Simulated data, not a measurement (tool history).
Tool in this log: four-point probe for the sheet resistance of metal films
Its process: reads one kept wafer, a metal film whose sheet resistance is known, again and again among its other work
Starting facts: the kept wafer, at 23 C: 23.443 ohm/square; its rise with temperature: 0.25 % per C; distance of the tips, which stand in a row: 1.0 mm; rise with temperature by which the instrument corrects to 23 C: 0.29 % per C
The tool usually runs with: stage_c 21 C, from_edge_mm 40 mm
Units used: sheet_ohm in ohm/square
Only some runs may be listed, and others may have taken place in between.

run	day	stage_c	from_edge_mm	sheet_ohm
1	0	21	40	23.387544
2	0.533	21	34	23.402472
3	1.021	21	34	23.393794
4	1.667	21	40	23.390254
5	2.217	21	40	23.393494
6	2.692	21	40	23.393558
7	3.012	21	40	23.393784
8	3.483	21	40	23.390693
9	3.846	21	40	23.399306
10	4.175	21	40	23.395357
11	4.471	21	43	23.397908
12	5.1	21	43	23.403157
13	5.5	21	43	23.395136
14	5.817	21	43	23.397883
15	6.346	21	43	23.39487
16	6.779	21	43	23.395525
17	7.429	21	43	23.397981
18	7.808	20	38	23.418121
19	8.279	20	38	23.405742
20	8.921	20	38	23.417488
21	9.304	29	23	23.346068
22	9.617	21	21	23.426454
23	10.25	20	4	24.173618
24	10.558	22	7	23.647168
25	11.133	24	4	24.136665
26	11.429	24	4	24.134099
27	11.729	23	21	23.40924
28	12.092	32	67	23.303332
29	12.571	26	8	23.544262
30	13.208	26	8	23.543447
31	13.838	33	3	24.608004
32	14.358	33	3	24.601119

Below are 4 alternative next runs, each starting from the tool's condition after run 32. Predict each:
A	14.683	22	46	?
B	14.683	31	3	?
C	14.683	35	40	?
D	14.683	28	4	?

run	sheet_ohm
A	23.404504
B	24.622221
C	23.284503
D	24.100949
With no hidden state in the tool, these same runs would have given:
run	sheet_ohm
A	23.461233
B	24.681964
C	23.341514
D	24.159447
